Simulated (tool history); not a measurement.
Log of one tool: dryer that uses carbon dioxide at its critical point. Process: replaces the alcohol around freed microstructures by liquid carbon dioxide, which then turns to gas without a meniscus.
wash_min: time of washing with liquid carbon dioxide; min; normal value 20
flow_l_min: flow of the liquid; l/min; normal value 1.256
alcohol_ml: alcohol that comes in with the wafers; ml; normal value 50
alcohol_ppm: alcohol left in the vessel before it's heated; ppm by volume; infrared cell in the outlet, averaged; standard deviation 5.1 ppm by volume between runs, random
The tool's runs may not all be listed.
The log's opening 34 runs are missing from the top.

run     day  wash_min  flow_l_min  alcohol_ml  alcohol_ppm
 35  61.858        16       0.790          20          624
 36  63.608        26       1.490          50          204
 37  65.604        19       1.256         109          451
 38  67.412        20       0.970          33          402
 39  69.554        20       0.930          68          706
 40  71.762        21       0.810          74          984
 41  73.558        21       0.810          74         1032
 42  75.062        14       0.850          61         1872
     75.304  -- purifier's bed changed
 43  76.996        14       0.850          61         1673
     79.529  -- inlet filter changed
 44  79.662        14       0.850          61         1495
 45  80.942        21       1.470          50           65
 46  83.062        18       1.620          47           94

Branching from run 46: 5 alternative next runs. What would each branch give?
  A  84.362        30       2.060          42            ?
  B  84.362        14       1.780          50            ?
  C  84.362        16       1.460          45            ?
  D  84.362        18       1.620          28            ?
  E  84.362        20       0.920          50            ?

run  alcohol_ppm
  A           70
  B          135
  C          168
  D           88
  E          397
Stripped of hidden state, with their random variation kept, the same runs would have yielded:
run  alcohol_ppm
  A            7
  B           68
  C          101
  D           23
  E          322
